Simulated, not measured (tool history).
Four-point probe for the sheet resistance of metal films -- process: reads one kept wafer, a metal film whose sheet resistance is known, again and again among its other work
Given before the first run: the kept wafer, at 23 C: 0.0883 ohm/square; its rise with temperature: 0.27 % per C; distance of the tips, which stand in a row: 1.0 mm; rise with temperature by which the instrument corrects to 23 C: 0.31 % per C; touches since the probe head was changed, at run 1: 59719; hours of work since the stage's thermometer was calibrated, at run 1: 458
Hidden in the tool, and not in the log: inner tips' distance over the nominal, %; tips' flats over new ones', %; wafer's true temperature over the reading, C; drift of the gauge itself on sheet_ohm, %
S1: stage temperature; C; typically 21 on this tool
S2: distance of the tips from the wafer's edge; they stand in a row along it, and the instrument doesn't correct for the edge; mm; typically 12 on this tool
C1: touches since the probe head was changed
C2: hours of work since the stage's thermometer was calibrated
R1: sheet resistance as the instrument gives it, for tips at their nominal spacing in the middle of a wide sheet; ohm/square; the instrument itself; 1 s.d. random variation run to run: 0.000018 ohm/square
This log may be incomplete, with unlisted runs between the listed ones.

{"run": 1, "hour": 0.0, "S1": 21, "S2": 12, "C1": 59719, "C2": 458, "R1": 0.088062}
{"run": 2, "hour": 20.1, "S1": 21, "S2": 12, "C1": 60360, "C2": 467, "R1": 0.088082}
{"run": 3, "hour": 43.6, "S1": 21, "S2": 4, "C1": 61111, "C2": 478, "R1": 0.090613}
{"run": 4, "hour": 70.9, "S1": 21, "S2": 12, "C1": 61981, "C2": 490, "R1": 0.088065}
{"run": 5, "hour": 84.2, "S1": 21, "S2": 12, "C1": 62405, "C2": 496, "R1": 0.088039}
{"run": 6, "hour": 105.0, "S1": 21, "S2": 12, "C1": 63067, "C2": 505, "R1": 0.088058}
{"run": 7, "hour": 128.5, "S1": 21, "S2": 12, "C1": 63818, "C2": 515, "R1": 0.088025}
{"run": 8, "hour": 144.3, "S1": 25, "S2": 12, "C1": 64321, "C2": 522, "R1": 0.087919}
{"run": 9, "hour": 156.3, "S1": 25, "S2": 12, "C1": 64704, "C2": 528, "R1": 0.087916}
{"run": 10, "hour": 183.6, "S1": 21, "S2": 12, "C1": 65575, "C2": 540, "R1": 0.088046}
{"run": 11, "hour": 207.6, "S1": 21, "S2": 12, "C1": 66339, "C2": 551, "R1": 0.088048}
{"run": 12, "hour": 223.6, "S1": 21, "S2": 12, "C1": 66850, "C2": 558, "R1": 0.088045}
{"hour": 226.2, "done": "stage's thermometer calibrated"}
{"run": 13, "hour": 250.5, "S1": 20, "S2": 57, "C1": 67692, "C2": 11, "R1": 0.087743}
{"run": 14, "hour": 279.1, "S1": 33, "S2": 17, "C1": 68604, "C2": 24, "R1": 0.087466}
{"run": 15, "hour": 303.1, "S1": 24, "S2": 7, "C1": 69368, "C2": 34, "R1": 0.088583}
{"run": 16, "hour": 316.0, "S1": 34, "S2": 4, "C1": 69780, "C2": 40, "R1": 0.090088}
{"run": 17, "hour": 338.0, "S1": 34, "S2": 4, "C1": 70482, "C2": 50, "R1": 0.090083}
{"run": 18, "hour": 360.9, "S1": 21, "S2": 9, "C1": 71211, "C2": 60, "R1": 0.088281}
{"run": 19, "hour": 377.0, "S1": 21, "S2": 9, "C1": 71724, "C2": 67, "R1": 0.088309}
{"hour": 399.3, "done": "stage's thermometer calibrated, once more"}
{"run": 20, "hour": 405.1, "S1": 23, "S2": 11, "C1": 72604, "C2": 3, "R1": 0.087955}
{"run": 21, "hour": 430.2, "S1": 23, "S2": 11, "C1": 73405, "C2": 14, "R1": 0.087926}

Some steps in R1, run to run, broken into two amounts with sign: the step expected even without the hidden condition (settings, incoming material, random variation), and the rest, left for the hidden condition together with whatever gauge scatter is not in both the measured and the hidden-condition-free result:
Run 2 -> 3: S2 12 -> 4. R1 +0.002531 ohm/square: hidden state -0.000021, all else +0.002552.
Run 3 -> 4: S2 4 -> 12. R1 -0.002548 ohm/square: hidden state +0.000011, all else -0.002559.
Run 19 -> 20: S1 21 -> 23, S2 9 -> 11, stage's thermometer calibrated, once more. R1 -0.000354 ohm/square: hidden state -0.000069, all else -0.000285.

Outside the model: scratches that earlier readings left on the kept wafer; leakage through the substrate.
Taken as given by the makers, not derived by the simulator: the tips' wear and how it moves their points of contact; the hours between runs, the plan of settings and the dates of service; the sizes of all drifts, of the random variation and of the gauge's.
